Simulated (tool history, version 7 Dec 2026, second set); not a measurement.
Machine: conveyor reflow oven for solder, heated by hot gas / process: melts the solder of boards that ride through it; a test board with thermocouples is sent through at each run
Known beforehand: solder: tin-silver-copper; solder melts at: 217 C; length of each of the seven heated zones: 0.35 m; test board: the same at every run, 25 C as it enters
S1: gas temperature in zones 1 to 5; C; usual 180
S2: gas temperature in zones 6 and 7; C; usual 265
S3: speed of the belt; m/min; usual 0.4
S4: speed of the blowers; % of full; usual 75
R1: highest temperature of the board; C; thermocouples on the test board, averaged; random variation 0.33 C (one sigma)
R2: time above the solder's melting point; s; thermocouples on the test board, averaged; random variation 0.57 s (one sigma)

{"run": 1, "hour": 0.0, "S1": 180, "S2": 265, "S3": 0.4, "S4": 75, "R1": 256.3, "R2": 87.8}
{"run": 2, "hour": 9.9, "S1": 180, "S2": 265, "S3": 0.4, "S4": 75, "R1": 256.1, "R2": 86.9}
{"run": 3, "hour": 20.8, "S1": 180, "S2": 265, "S3": 0.4, "S4": 75, "R1": 255.6, "R2": 86.2}
{"run": 4, "hour": 35.1, "S1": 180, "S2": 265, "S3": 0.4, "S4": 75, "R1": 256.2, "R2": 85.5}
{"run": 5, "hour": 44.5, "S1": 180, "S2": 265, "S3": 0.4, "S4": 75, "R1": 256, "R2": 87.1}
{"run": 6, "hour": 60.1, "S1": 180, "S2": 262, "S3": 0.4, "S4": 75, "R1": 253, "R2": 84.9}
{"run": 7, "hour": 69.4, "S1": 180, "S2": 262, "S3": 0.4, "S4": 75, "R1": 253.2, "R2": 85}
{"run": 8, "hour": 77.3, "S1": 180, "S2": 262, "S3": 0.4, "S4": 75, "R1": 253.3, "R2": 85.4}
{"run": 9, "hour": 85.7, "S1": 180, "S2": 262, "S3": 0.4, "S4": 75, "R1": 253, "R2": 84.9}
{"hour": 92.1, "done": "flux residue cleaned out of gas plates and filters"}
{"run": 10, "hour": 103.1, "S1": 180, "S2": 262, "S3": 0.4, "S4": 75, "R1": 253.4, "R2": 84.9}
{"run": 11, "hour": 119.3, "S1": 180, "S2": 262, "S3": 0.4, "S4": 75, "R1": 253.3, "R2": 85.1}
{"run": 12, "hour": 133.5, "S1": 192, "S2": 265, "S3": 0.4, "S4": 63, "R1": 256.4, "R2": 93.5}
{"run": 13, "hour": 147.9, "S1": 183, "S2": 263, "S3": 0.358, "S4": 70, "R1": 256.2, "R2": 99.3}
{"run": 14, "hour": 164.1, "S1": 183, "S2": 263, "S3": 0.358, "S4": 70, "R1": 255.5, "R2": 99.9}
{"run": 15, "hour": 174.7, "S1": 179, "S2": 265, "S3": 0.411, "S4": 52, "R1": 250.4, "R2": 78.5}
{"hour": 187.2, "done": "flux residue cleaned out of gas plates and filters, once more"}
{"run": 16, "hour": 192.9, "S1": 180, "S2": 262, "S3": 0.4, "S4": 79, "R1": 254.2, "R2": 86.5}

The next listed run, before its measurement:
{"run": 17, "hour": 205.7, "S1": 187, "S2": 265, "S3": 0.419, "S4": 53, "R1": "?", "R2": "?"}

Run 17 gave R1 252.7 C, R2 81.9 s.
If the tool had no hidden condition, the same run with the same run-to-run variation would have returned R1 250.9 C, R2 79.8 s.
